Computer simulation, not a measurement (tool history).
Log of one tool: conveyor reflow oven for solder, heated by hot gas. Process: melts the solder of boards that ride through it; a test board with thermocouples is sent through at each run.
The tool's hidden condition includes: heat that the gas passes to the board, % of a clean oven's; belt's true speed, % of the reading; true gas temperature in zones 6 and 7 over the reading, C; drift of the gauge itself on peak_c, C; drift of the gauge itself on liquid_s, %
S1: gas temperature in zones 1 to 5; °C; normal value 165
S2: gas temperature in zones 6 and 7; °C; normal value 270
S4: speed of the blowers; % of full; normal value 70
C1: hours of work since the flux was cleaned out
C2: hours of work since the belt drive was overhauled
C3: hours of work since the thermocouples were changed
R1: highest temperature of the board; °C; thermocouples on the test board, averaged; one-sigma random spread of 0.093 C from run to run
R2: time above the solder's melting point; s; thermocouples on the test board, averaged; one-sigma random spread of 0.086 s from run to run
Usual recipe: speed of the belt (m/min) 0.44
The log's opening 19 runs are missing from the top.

Run 20, hour 287.5: usual settings but S1 170 °C, S2 279 °C, speed of the belt (m/min) 0.476; C1 176; C2 363; C3 334. Result: R1 259.36 °C, R2 59.32 s.
Run 21, hour 299.5: usual settings but S1 170 °C, S2 262 °C, speed of the belt (m/min) 0.476; C1 185; C2 372; C3 343. Result: R1 245.17 °C, R2 49.26 s.
Run 22, hour 316.1: usual settings but speed of the belt (m/min) 0.493, S4 83 % of full; C1 197; C2 384; C3 355. Result: R1 253.6 °C, R2 52.76 s.
Run 23, hour 337.2: usual settings but S1 151 °C, speed of the belt (m/min) 0.493, S4 83 % of full; C1 213; C2 400; C3 371. Result: R1 251.39 °C, R2 47.34 s.
Run 24, hour 350.5: usual settings but speed of the belt (m/min) 0.498, S4 68 % of full; C1 223; C2 410; C3 380. Result: R1 248.57 °C, R2 47.42 s.
Run 25, hour 371.4: usual settings but S4 65 % of full; C1 238; C2 425; C3 396. Result: R1 251.95 °C, R2 57.43 s.
Run 26, hour 385.8: usual settings but S4 65 % of full; C1 249; C2 436; C3 407. Result: R1 252 °C, R2 57.54 s.
Run 27, hour 394.9: usual settings but S4 65 % of full; C1 256; C2 443; C3 413. Result: R1 251.92 °C, R2 57.5 s.
Run 28, hour 407.8: usual settings but S2 261 °C; C1 265; C2 452; C3 423. Result: R1 245.74 °C, R2 52.93 s.
Run 29, hour 419: usual settings but S2 264 °C, S4 77 % of full; C1 274; C2 461; C3 431. Result: R1 250.26 °C, R2 57.34 s.
Run 30, hour 438.6: usual settings but S1 167 °C, S2 262 °C, S4 77 % of full; C1 288; C2 475; C3 446. Result: R1 248.85 °C, R2 56.95 s.
Run 31, hour 457.4: usual settings but S1 176 °C; C1 302; C2 489; C3 460. Result: R1 255.34 °C, R2 64.29 s.
Run 32, hour 474.9: usual settings but S1 176 °C; C1 315; C2 502; C3 473. Result: R1 255.39 °C, R2 64.36 s.

Alternative continuations, all from the tool just after run 32; predict every row:
Run A, hour 493.6: usual settings but S2 276 °C, speed of the belt (m/min) 0.498, S4 60 % of full; C1 329; C2 516; C3 487. Result: R1 ?, R2 ?.
Run B, hour 493.6: usual settings but speed of the belt (m/min) 0.367; C1 329; C2 516; C3 487. Result: R1 ?, R2 ?.
Run C, hour 493.6: usual settings but S1 152 °C; C1 329; C2 516; C3 487. Result: R1 ?, R2 ?.

run      R1     R2
  A  250.22  48.09
  B  258.95  77.22
  C  251.51  53.58
Had the tool no hidden state, the same runs would have come out as:
run      R1     R2
  A  250.23  48.11
  B  258.95  77.22
  C  251.52   53.6
